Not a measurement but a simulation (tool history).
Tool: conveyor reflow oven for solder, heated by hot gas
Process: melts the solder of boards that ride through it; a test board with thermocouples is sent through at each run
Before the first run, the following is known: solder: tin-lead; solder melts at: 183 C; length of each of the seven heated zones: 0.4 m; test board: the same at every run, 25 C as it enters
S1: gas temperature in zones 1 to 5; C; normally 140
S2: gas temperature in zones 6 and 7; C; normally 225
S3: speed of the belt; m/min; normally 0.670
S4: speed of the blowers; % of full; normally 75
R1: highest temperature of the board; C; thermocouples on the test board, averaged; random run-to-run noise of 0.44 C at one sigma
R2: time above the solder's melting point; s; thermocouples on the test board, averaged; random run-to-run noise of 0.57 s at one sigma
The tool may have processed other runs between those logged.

run    hour   S1   S2     S3  S4     R1    R2
  1     0.0  140  225  0.670  75  208.9  48.1
  2    86.8  140  225  0.709  75  207.0  43.1
  3   160.7  140  225  0.709  75  206.1  41.3
  4   246.4  140  225  0.709  75  205.2  41.7
  5   337.5  140  225  0.709  61  200.0  32.2
  6   397.7  140  225  0.782  75  200.5  31.5
  7   445.0  140  225  0.782  75  200.4  30.2
  8   507.2  140  225  0.782  75  199.9  30.5
  9   592.0  140  225  0.782  75  199.0  29.4
 10   636.3  140  236  0.670  75  213.2  50.6
 11   676.6  140  236  0.670  75  213.2  51.9
      707.5  -- flux residue cleaned out of gas plates and filters
 12   731.0  140  225  0.670  75  208.8  48.8
 13   827.0  140  225  0.654  75  209.5  49.6
 14   877.2  140  225  0.654  75  208.2  49.9
 15   956.9  140  225  0.654  75  208.4  49.7
 16  1052.2  140  225  0.567  75  211.7  60.9
 17  1096.1  140  225  0.670  64  203.2  40.5
     1158.0  -- thermocouples of zones 6 and 7 changed
 18  1188.5  140  225  0.670  64  201.9  39.1
     1240.3  -- belt drive overhauled, speed set with a stopwatch
 19  1286.7  140  225  0.550  71  208.6  58.2
 20  1353.5  146  225  0.550  71  209.6  60.6
     1418.4  -- flux residue cleaned out of gas plates and filters
 21  1421.2  146  225  0.550  71  213.9  66.7
 22  1515.6  140  222  0.637  75  207.2  48.1
 23  1560.3  149  225  0.704  75  207.6  47.6
 24  1625.4  140  225  0.670  65  204.6  40.1
 25  1673.3  140  225  0.670  65  203.5  40.4
 26  1720.8  140  225  0.670  65  202.9  39.7
 27  1794.4  154  235  0.564  75  222.9  75.4
 28  1873.5  146  225  0.542  75  213.5  66.5
 29  1916.1  147  219  0.559  75  206.6  59.2
 30  1965.0  147  219  0.559  75  206.5  60.2
 31  2007.9  147  219  0.559  75  207.1  57.9

Pick out some run-to-run changes in R1. Of each, how much would a tool without hidden state show as well, from the settings, what came in and chance, and how much is left for the hidden state and any gauge scatter not in both results compared?
Unlogged tool condition in this case: heat that the gas passes to the board, % of a clean oven's; belt's true speed, % of the reading; true gas temperature in zones 6 and 7 over the reading, C; drift of the gauge itself on peak_c, C; drift of the gauge itself on liquid_s, %.
Run 9 -> 10: S2 225 -> 236, S3 0.782 -> 0.670. R1 +14.2 C: hidden state +0.0, all else +14.2.
Run 11 -> 12: S2 236 -> 225, flux residue cleaned out of gas plates and filters. R1 -4.4 C: hidden state +5.5, all else -9.9.
Run 17 -> 18: thermocouples of zones 6 and 7 changed. R1 -1.3 C: hidden state -1.3, all else +0.0.
Run 20 -> 21: flux residue cleaned out of gas plates and filters. R1 +4.3 C: hidden state +4.0, all else +0.3.
Run 26 -> 27: S1 140 -> 154, S2 225 -> 235, S3 0.670 -> 0.564, S4 65 -> 75. R1 +20.0 C: hidden state +0.1, all else +19.9.
Run 27 -> 28: S1 154 -> 146, S2 235 -> 225, S3 0.564 -> 0.542. R1 -9.4 C: hidden state -0.4, all else -9.0.
